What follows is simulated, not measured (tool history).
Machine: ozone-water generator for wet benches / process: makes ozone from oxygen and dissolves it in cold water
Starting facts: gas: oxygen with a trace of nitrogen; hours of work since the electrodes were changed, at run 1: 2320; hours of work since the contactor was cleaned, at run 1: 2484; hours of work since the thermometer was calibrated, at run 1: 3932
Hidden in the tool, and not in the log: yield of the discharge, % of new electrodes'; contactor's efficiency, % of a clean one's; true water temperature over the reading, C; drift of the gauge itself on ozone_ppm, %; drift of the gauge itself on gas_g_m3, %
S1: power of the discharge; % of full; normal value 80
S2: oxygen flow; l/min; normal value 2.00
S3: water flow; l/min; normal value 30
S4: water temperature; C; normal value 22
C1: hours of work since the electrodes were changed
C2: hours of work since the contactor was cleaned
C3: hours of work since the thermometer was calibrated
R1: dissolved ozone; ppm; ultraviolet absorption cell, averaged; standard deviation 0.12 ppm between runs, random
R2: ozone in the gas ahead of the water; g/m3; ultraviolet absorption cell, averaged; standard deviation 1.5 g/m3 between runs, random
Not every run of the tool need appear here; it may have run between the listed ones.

run	hour	S1	S2	S3	S4	C1	C2	C3	R1	R2
1	0.0	80	2.00	30	22	2320	2484	3932	9.3	281.0
2	37.4	80	2.00	30	22	2355	2519	3968	9.2	278.9
3	80.9	80	2.00	30	22	2396	2561	4009	9.2	275.6
4	136.6	80	2.00	30	22	2449	2613	4061	9.5	276.6
5	178.2	80	3.16	30	22	2488	2653	4101	10.9	232.0
6	226.0	80	3.16	30	22	2534	2698	4146	11.0	230.7
7	278.6	80	3.16	30	22	2583	2748	4196	11.3	233.9
8	337.2	80	3.16	43	22	2639	2803	4251	7.7	233.0
9	393.6	80	3.16	43	22	2692	2856	4305	7.8	234.1
10	457.7	87	2.00	30	22	2753	2917	4365	10.0	295.8
11	514.7	87	2.00	30	22	2807	2971	4419	9.9	292.2
12	573.6	99	1.92	30	22	2862	3027	4475	10.6	331.1
13	638.2	93	1.04	23	22	2924	3088	4536	9.9	395.3
14	696.2	78	2.00	23	18	2978	3143	4591	11.9	268.8
15	736.0	78	2.00	23	18	3016	3180	4628	12.0	267.1
16	764.8	78	2.00	23	18	3043	3208	4656	11.9	267.8
17	798.0	78	2.00	23	18	3075	3239	4687	12.0	266.1
18	851.6	52	1.16	30	22	3125	3290	4738	4.9	233.7
19	898.8	52	3.04	30	16	3170	3334	4782	7.8	163.0
20	930.9	70	1.41	25	26	3200	3365	4813	8.2	277.6
21	970.8	80	2.58	30	20	3238	3402	4850	10.1	246.4
22	1012.1	80	2.58	30	20	3277	3442	4890	10.3	245.8

Selected run-to-run steps in R1, each split into two signed amounts: the part the tool would show with no hidden state at all (from settings, incoming material and random variation), and the remainder, which goes to the hidden state together with any gauge scatter not common to the measured and the hidden-state-free results:
Run 7 -> 8: S3 30 -> 43. R1 -3.6 ppm: hidden state +0.3, all else -3.9.
Run 17 -> 18: S1 78 -> 52, S2 2.00 -> 1.16, S3 23 -> 30, S4 18 -> 22. R1 -7.1 ppm: hidden state +1.1, all else -8.2.
Run 20 -> 21: S1 70 -> 80, S2 1.41 -> 2.58, S3 25 -> 30, S4 26 -> 20. R1 +1.9 ppm: hidden state -0.5, all else +2.4.
